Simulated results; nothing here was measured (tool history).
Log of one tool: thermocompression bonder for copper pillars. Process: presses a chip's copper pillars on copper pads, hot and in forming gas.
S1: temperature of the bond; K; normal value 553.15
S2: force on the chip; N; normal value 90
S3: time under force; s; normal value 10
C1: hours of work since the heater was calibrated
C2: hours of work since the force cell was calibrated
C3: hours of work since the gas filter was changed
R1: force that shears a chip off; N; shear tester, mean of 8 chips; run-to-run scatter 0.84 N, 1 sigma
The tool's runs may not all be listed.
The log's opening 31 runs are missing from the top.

| run | hour | S1 | S2 | S3 | C1 | C2 | C3 | R1 |
|---|---|---|---|---|---|---|---|---|
| 32 | 1676.9 | 547.15 | 110 | 7 | 472 | 1506 | 353 | 67.6 |
|  | 1721.5 | forming gas filter changed |
| 33 | 1752.1 | 563.15 | 100 | 10 | 522 | 1555 | 20 | 78.4 |
|  | 1759.4 | heater calibrated with a thermocouple chip |
| 34 | 1825.3 | 563.15 | 101 | 12 | 44 | 1602 | 67 | 79.6 |
|  | 1863.3 | force cell calibrated |
| 35 | 1889.1 | 551.15 | 104 | 28 | 85 | 17 | 108 | 87.1 |
| 36 | 1950.6 | 545.15 | 54 | 27 | 125 | 58 | 149 | 57 |
| 37 | 2017.8 | 564.15 | 90 | 10 | 170 | 102 | 193 | 73 |
| 38 | 2058.3 | 575.15 | 98 | 14 | 197 | 129 | 220 | 86.4 |
| 39 | 2116.6 | 575.15 | 98 | 14 | 235 | 167 | 259 | 87.1 |

Branching from run 39: 3 alternative next runs. What would each branch give?
| A | 2182.4 | 575.15 | 98 | 29 | 279 | 211 | 302 | ? |
| B | 2182.4 | 528.15 | 105 | 10 | 279 | 211 | 302 | ? |
| C | 2182.4 | 556.15 | 101 | 14 | 279 | 211 | 302 | ? |

| run | R1 |
|---|---|
| A | 92.4 |
| B | 59.9 |
| C | 79.5 |
What these runs would have given with no unlogged condition in the tool:
| run | R1 |
|---|---|
| A | 92.8 |
| B | 60.3 |
| C | 79.9 |
